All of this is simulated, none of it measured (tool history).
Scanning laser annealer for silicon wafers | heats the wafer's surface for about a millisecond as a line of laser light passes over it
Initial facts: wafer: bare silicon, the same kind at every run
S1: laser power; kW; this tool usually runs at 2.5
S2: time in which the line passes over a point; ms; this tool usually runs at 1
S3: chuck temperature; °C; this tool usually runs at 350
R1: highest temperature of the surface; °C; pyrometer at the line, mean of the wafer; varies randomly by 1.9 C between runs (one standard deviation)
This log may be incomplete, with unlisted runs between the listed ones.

run     day     S1    S2   S3    R1
  1       0    2.5     1  350  1109
  2   0.483    2.5  1.09  350  1146
  3   0.975    2.5  1.09  350  1147
  4   1.408    2.5  1.09  350  1147
  5   2.017    2.5  1.09  350  1147
  6   2.458    2.5  1.09  350  1144
  7    3.05  2.644  1.09  350  1201
  8     3.5    2.5     1  383  1139
  9   4.083  2.492     1  350  1101
 10   4.825  2.492     1  350  1101
 11   5.529    2.5  1.06  350  1131
 12   6.121    2.5  1.06  350  1126
 13   6.812    2.5  1.06  350  1124
 14   7.188    2.5   0.9  350  1059
 15   7.783    2.5   0.9  350  1057
 16   8.442    2.5  0.88  350  1048
 17   9.017    2.5  0.88  350  1049
 18   9.717    2.5  0.88  350  1044
 19  10.096    2.5  0.88  350  1047
 20  10.633    2.5  0.88  350  1047
 21  11.375  2.735     1  350  1193
 22  12.117  2.735  1.12  354  1253
 23  12.492  2.138  1.02  338   948
 24    12.9  2.138   1.1  338   976
 25  13.325    2.5     1  345  1089
 26   13.75   2.75     1  345  1190
 27   14.25   2.75     1  345  1189
 28  14.942    2.5  1.16  312  1122
 29  15.408  2.303  1.05  343  1024
 30  15.917  2.303  1.05  343  1027
 31  16.504  2.303  0.71  367   912
 32  17.204  2.468  0.96  330  1040
 33  17.762  2.468  0.96  330  1039
     17.896  -- window over the wafer cleaned
 34   18.35  2.462  0.95  363  1113
 35  18.754  2.462  0.95  363  1114
 36   19.45  2.462  0.95  363  1112
 37  20.146  2.462  1.21  363  1217
 38  20.562  2.541  0.71  363  1023
 39   20.95    2.5   1.1  350  1174
 40  21.654    2.5   1.1  350  1174
 41  22.212  2.682  1.08  360  1260
 42  22.708  2.682  0.83  360  1135

Each row is a separate what-if for the run after 42, all from the same tool condition, not one after another. Results?
  A  23.346    2.5  1.08  343   ?
  B  23.346  2.551  0.72  313   ?
  C  23.346  2.682  0.83  349   ?

run    R1
  A  1162
  B   982
  C  1120
Without the tool's unlogged condition, the same runs would have read:
run    R1
  A  1184
  B  1000
  C  1141

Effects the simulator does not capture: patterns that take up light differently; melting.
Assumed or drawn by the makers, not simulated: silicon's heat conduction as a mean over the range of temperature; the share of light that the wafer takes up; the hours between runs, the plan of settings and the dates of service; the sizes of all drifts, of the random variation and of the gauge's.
